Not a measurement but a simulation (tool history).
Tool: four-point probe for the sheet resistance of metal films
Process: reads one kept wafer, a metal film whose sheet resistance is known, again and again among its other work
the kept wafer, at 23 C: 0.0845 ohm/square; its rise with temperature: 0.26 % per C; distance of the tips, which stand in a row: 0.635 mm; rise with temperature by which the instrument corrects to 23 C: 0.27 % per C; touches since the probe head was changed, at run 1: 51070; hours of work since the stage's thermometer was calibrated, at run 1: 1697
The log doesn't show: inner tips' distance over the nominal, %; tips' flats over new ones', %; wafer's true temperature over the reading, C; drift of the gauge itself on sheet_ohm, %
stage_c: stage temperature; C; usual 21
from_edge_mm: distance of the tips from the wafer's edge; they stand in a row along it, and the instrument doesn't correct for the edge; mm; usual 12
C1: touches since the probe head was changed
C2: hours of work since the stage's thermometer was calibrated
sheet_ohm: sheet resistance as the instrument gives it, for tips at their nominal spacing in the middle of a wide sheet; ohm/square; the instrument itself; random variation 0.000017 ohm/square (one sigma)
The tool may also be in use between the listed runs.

run 1 day=0 | stage_c=21 from_edge_mm=12 | C1=51070 C2=1697 | sheet_ohm=0.08468
run 2 day=3.179 | stage_c=21 from_edge_mm=12 | C1=53479 C2=1730 | sheet_ohm=0.084635
run 3 day=6.083 | stage_c=21 from_edge_mm=12 | C1=55682 C2=1760 | sheet_ohm=0.084679
run 4 day=10.504 | stage_c=21 from_edge_mm=12 | C1=59033 C2=1805 | sheet_ohm=0.084655
run 5 day=12.879 | stage_c=21 from_edge_mm=12 | C1=60833 C2=1829 | sheet_ohm=0.084618
run 6 day=17.546 | stage_c=21 from_edge_mm=70 | C1=64370 C2=1877 | sheet_ohm=0.084516
run 7 day=22.304 | stage_c=21 from_edge_mm=7 | C1=67974 C2=1926 | sheet_ohm=0.084914
run 8 day=24.342 | stage_c=21 from_edge_mm=12 | C1=69519 C2=1947 | sheet_ohm=0.084626
run 9 day=26.833 | stage_c=21 from_edge_mm=12 | C1=71408 C2=1973 | sheet_ohm=0.084671
run 10 day=30.996 | stage_c=21 from_edge_mm=12 | C1=74562 C2=2015 | sheet_ohm=0.084645
run 11 day=35.671 | stage_c=21 from_edge_mm=12 | C1=78107 C2=2063 | sheet_ohm=0.084644
run 12 day=40.367 | stage_c=21 from_edge_mm=6 | C1=81667 C2=2112 | sheet_ohm=0.085032
-- day=40.854 new probe head fitted
run 13 day=43.775 | stage_c=21 from_edge_mm=6 | C1=2215 C2=2146 | sheet_ohm=0.085043
run 14 day=46.492 | stage_c=21 from_edge_mm=6 | C1=4274 C2=2174 | sheet_ohm=0.085022
run 15 day=50.242 | stage_c=25 from_edge_mm=44 | C1=7115 C2=2213 | sheet_ohm=0.084489
run 16 day=53.567 | stage_c=25 from_edge_mm=44 | C1=9637 C2=2247 | sheet_ohm=0.084481
run 17 day=56.458 | stage_c=21 from_edge_mm=44 | C1=11826 C2=2276 | sheet_ohm=0.084523
run 18 day=58.558 | stage_c=33 from_edge_mm=8 | C1=13419 C2=2298 | sheet_ohm=0.084677
run 19 day=63.529 | stage_c=22 from_edge_mm=12 | C1=17186 C2=2349 | sheet_ohm=0.084625
run 20 day=68.033 | stage_c=22 from_edge_mm=12 | C1=20599 C2=2395 | sheet_ohm=0.084637
run 21 day=72.767 | stage_c=21 from_edge_mm=17 | C1=24187 C2=2444 | sheet_ohm=0.084593
-- day=73.171 stage's thermometer calibrated
run 22 day=77.758 | stage_c=21 from_edge_mm=17 | C1=27955 C2=47 | sheet_ohm=0.0846
run 23 day=80.117 | stage_c=20 from_edge_mm=16 | C1=29745 C2=71 | sheet_ohm=0.084608
run 24 day=83.388 | stage_c=33 from_edge_mm=10 | C1=32223 C2=105 | sheet_ohm=0.084548
run 25 day=86.288 | stage_c=26 from_edge_mm=20 | C1=34419 C2=135 | sheet_ohm=0.084528

4 ways to go on from here, each from the tool as it stands after run 25. What would each give?
run A day=88.538 | stage_c=28 from_edge_mm=16 | C1=36125 C2=158 | sheet_ohm=?
run B day=88.538 | stage_c=32 from_edge_mm=17 | C1=36125 C2=158 | sheet_ohm=?
run C day=88.538 | stage_c=33 from_edge_mm=52 | C1=36125 C2=158 | sheet_ohm=?
run D day=88.538 | stage_c=24 from_edge_mm=74 | C1=36125 C2=158 | sheet_ohm=?

run=A sheet_ohm=0.084519
run=B sheet_ohm=0.084483
run=C sheet_ohm=0.084398
run=D sheet_ohm=0.084489
Without the tool's hidden state the same runs would have given:
run=A sheet_ohm=0.084514
run=B sheet_ohm=0.084479
run=C sheet_ohm=0.084394
run=D sheet_ohm=0.084485

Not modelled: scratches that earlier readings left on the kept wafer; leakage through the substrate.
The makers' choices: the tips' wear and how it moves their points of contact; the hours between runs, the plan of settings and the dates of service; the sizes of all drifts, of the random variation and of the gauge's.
